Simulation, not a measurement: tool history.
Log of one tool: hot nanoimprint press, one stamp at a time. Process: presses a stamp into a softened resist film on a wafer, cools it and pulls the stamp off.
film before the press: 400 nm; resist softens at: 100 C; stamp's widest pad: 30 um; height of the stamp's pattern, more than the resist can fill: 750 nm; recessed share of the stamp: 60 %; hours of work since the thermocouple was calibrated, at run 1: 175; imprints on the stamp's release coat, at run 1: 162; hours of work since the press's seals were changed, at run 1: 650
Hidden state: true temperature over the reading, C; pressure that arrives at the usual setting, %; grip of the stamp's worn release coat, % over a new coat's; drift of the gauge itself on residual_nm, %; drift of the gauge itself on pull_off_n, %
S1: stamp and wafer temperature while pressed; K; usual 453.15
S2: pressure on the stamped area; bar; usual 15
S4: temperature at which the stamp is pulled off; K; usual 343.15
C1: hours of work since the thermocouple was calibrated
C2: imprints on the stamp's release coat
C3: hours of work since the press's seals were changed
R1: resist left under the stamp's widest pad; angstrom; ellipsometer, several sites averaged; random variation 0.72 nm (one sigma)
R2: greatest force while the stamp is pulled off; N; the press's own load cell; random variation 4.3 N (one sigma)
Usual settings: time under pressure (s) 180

run 1 hour=0 | S1=453.15 S2=15 time_under_pressure_(s)=180 S4=343.15 | C1=175 C2=162 C3=650 | R1=2427 R2=215
run 2 hour=24.2 | S1=453.15 S2=15 time_under_pressure_(s)=180 S4=350.15 | C1=191 C2=280 C3=666 | R1=2421 R2=183
run 3 hour=52.2 | S1=453.15 S2=15 time_under_pressure_(s)=180 S4=350.15 | C1=208 C2=416 C3=683 | R1=2417 R2=201
run 4 hour=79.9 | S1=453.15 S2=15 time_under_pressure_(s)=180 S4=350.15 | C1=226 C2=551 C3=700 | R1=2436 R2=201
run 5 hour=110.3 | S1=453.15 S2=15 time_under_pressure_(s)=180 S4=350.15 | C1=245 C2=700 C3=720 | R1=2446 R2=203
run 6 hour=140.6 | S1=464.15 S2=15 time_under_pressure_(s)=180 S4=350.15 | C1=264 C2=847 C3=739 | R1=1703 R2=205
run 7 hour=160.5 | S1=453.15 S2=15 time_under_pressure_(s)=180 S4=343.15 | C1=276 C2=944 C3=751 | R1=2430 R2=250
run 8 hour=184.6 | S1=453.15 S2=15 time_under_pressure_(s)=180 S4=343.15 | C1=291 C2=1062 C3=766 | R1=2448 R2=258
run 9 hour=211.5 | S1=453.15 S2=15 time_under_pressure_(s)=359 S4=343.15 | C1=308 C2=1193 C3=783 | R1=1991 R2=255
-- hour=232.3 press's hydraulic seals changed and the load cell set to zero
run 10 hour=243.8 | S1=453.15 S2=9 time_under_pressure_(s)=180 S4=343.15 | C1=323 C2=1311 C3=7 | R1=3007 R2=261
run 11 hour=261.1 | S1=453.15 S2=9 time_under_pressure_(s)=180 S4=343.15 | C1=334 C2=1395 C3=18 | R1=3009 R2=256
run 12 hour=279.9 | S1=453.15 S2=15 time_under_pressure_(s)=180 S4=343.15 | C1=346 C2=1487 C3=30 | R1=2439 R2=270
-- hour=285.5 plate thermocouple calibrated
run 13 hour=298.6 | S1=453.15 S2=15 time_under_pressure_(s)=180 S4=343.15 | C1=8 C2=1564 C3=40 | R1=2478 R2=282
run 14 hour=327.4 | S1=448.15 S2=9.4 time_under_pressure_(s)=146 S4=331.15 | C1=26 C2=1704 C3=58 | R1=3436 R2=347
-- hour=339.6 stamp cleaned and given a new release coat
run 15 hour=355.4 | S1=448.15 S2=9.4 time_under_pressure_(s)=104 S4=331.15 | C1=40 C2=77 C3=72 | R1=3563 R2=278
run 16 hour=381.2 | S1=453.15 S2=15 time_under_pressure_(s)=242 S4=347.15 | C1=56 C2=203 C3=88 | R1=2290 R2=208
run 17 hour=409.1 | S1=453.15 S2=23.6 time_under_pressure_(s)=242 S4=346.15 | C1=74 C2=338 C3=105 | R1=1814 R2=221
run 18 hour=424.2 | S1=464.15 S2=14.2 time_under_pressure_(s)=108 S4=340.15 | C1=83 C2=412 C3=115 | R1=2104 R2=239
-- hour=445.3 plate thermocouple calibrated, once more
run 19 hour=452.9 | S1=456.15 S2=16.7 time_under_pressure_(s)=298 S4=338.15 | C1=5 C2=538 C3=131 | R1=1738 R2=249
run 20 hour=479.9 | S1=456.15 S2=16.7 time_under_pressure_(s)=148 S4=337.15 | C1=22 C2=669 C3=148 | R1=2162 R2=255
run 21 hour=507 | S1=460.15 S2=16.7 time_under_pressure_(s)=115 S4=337.15 | C1=39 C2=801 C3=165 | R1=2049 R2=276
run 22 hour=535.4 | S1=450.15 S2=9.5 time_under_pressure_(s)=112 S4=344.15 | C1=57 C2=939 C3=183 | R1=3349 R2=227
run 23 hour=557.6 | S1=461.15 S2=10.3 time_under_pressure_(s)=180 S4=343.15 | C1=71 C2=1048 C3=197 | R1=2255 R2=251
run 24 hour=571.4 | S1=462.15 S2=15 time_under_pressure_(s)=144 S4=339.15 | C1=79 C2=1115 C3=205 | R1=1913 R2=265
run 25 hour=602.4 | S1=456.15 S2=13.9 time_under_pressure_(s)=180 S4=343.15 | C1=99 C2=1266 C3=225 | R1=2258 R2=255

Forecast each of these 4 alternatives for the next run:
run A hour=626.7 | S1=460.15 S2=15 time_under_pressure_(s)=180 S4=343.15 | C1=114 C2=1384 C3=240 | R1=? R2=?
run B hour=626.7 | S1=453.15 S2=13.9 time_under_pressure_(s)=180 S4=337.15 | C1=114 C2=1384 C3=240 | R1=? R2=?
run C hour=626.7 | S1=453.15 S2=20 time_under_pressure_(s)=180 S4=343.15 | C1=114 C2=1384 C3=240 | R1=? R2=?
run D hour=626.7 | S1=453.15 S2=15 time_under_pressure_(s)=180 S4=340.15 | C1=114 C2=1384 C3=240 | R1=? R2=?

run=A R1=1906 R2=258
run=B R1=2472 R2=290
run=C R1=2067 R2=265
run=D R1=2401 R2=273
Without the tool's hidden state the same runs would have given:
run=A R1=1883 R2=206
run=B R1=2446 R2=233
run=C R1=2037 R2=212
run=D R1=2374 R2=219

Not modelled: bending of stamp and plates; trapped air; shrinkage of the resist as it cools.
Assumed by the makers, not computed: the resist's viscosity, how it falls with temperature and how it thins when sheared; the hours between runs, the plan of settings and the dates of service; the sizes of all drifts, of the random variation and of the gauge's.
